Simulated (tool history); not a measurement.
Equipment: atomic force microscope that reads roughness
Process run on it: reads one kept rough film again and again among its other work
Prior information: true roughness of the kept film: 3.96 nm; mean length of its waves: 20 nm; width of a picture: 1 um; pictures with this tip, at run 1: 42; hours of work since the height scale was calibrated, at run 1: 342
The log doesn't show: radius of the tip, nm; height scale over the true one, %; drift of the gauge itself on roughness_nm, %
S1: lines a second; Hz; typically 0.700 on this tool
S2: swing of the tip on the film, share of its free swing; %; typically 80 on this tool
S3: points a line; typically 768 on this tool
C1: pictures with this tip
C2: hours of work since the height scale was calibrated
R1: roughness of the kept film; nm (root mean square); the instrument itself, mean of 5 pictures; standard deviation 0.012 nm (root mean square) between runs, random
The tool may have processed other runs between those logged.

{"run": 1, "day": 0.0, "S1": 0.7, "S2": 80, "S3": 768, "C1": 42, "C2": 342, "R1": 2.465}
{"run": 2, "day": 1.179, "S1": 0.7, "S2": 80, "S3": 768, "C1": 68, "C2": 354, "R1": 2.208}
{"run": 3, "day": 1.988, "S1": 0.7, "S2": 80, "S3": 768, "C1": 86, "C2": 363, "R1": 2.036}
{"day": 2.183, "done": "new tip fitted"}
{"run": 4, "day": 2.767, "S1": 0.7, "S2": 80, "S3": 768, "C1": 13, "C2": 370, "R1": 2.672}
{"run": 5, "day": 3.688, "S1": 0.7, "S2": 80, "S3": 768, "C1": 33, "C2": 380, "R1": 2.432}
{"run": 6, "day": 4.388, "S1": 2.107, "S2": 80, "S3": 406, "C1": 48, "C2": 387, "R1": 2.021}
{"day": 4.55, "done": "height scale calibrated on a step standard"}
{"run": 7, "day": 5.292, "S1": 2.054, "S2": 80, "S3": 543, "C1": 67, "C2": 7, "R1": 1.882}
{"day": 6.312, "done": "new tip fitted"}
{"run": 8, "day": 6.538, "S1": 3.01, "S2": 73, "S3": 955, "C1": 5, "C2": 20, "R1": 2.534}
{"run": 9, "day": 7.275, "S1": 1.523, "S2": 65, "S3": 387, "C1": 21, "C2": 27, "R1": 2.591}
{"run": 10, "day": 8.433, "S1": 3.172, "S2": 80, "S3": 605, "C1": 47, "C2": 39, "R1": 1.924}

Alternative continuations, all from the tool just after run 10; predict every row:
{"run": "A", "day": 9.092, "S1": 0.717, "S2": 74, "S3": 890, "C1": 61, "C2": 46, "R1": "?"}
{"run": "B", "day": 9.092, "S1": 0.7, "S2": 69, "S3": 435, "C1": 61, "C2": 46, "R1": "?"}
{"run": "C", "day": 9.092, "S1": 3.172, "S2": 80, "S3": 539, "C1": 61, "C2": 46, "R1": "?"}
{"run": "D", "day": 9.092, "S1": 3.172, "S2": 73, "S3": 605, "C1": 61, "C2": 46, "R1": "?"}

run=A R1=2.213
run=B R1=2.227
run=C R1=1.820
run=D R1=1.960
With the hidden condition removed and each run's random variation left untouched, the same runs would have given:
run=A R1=2.963
run=B R1=2.979
run=C R1=2.438
run=D R1=2.623
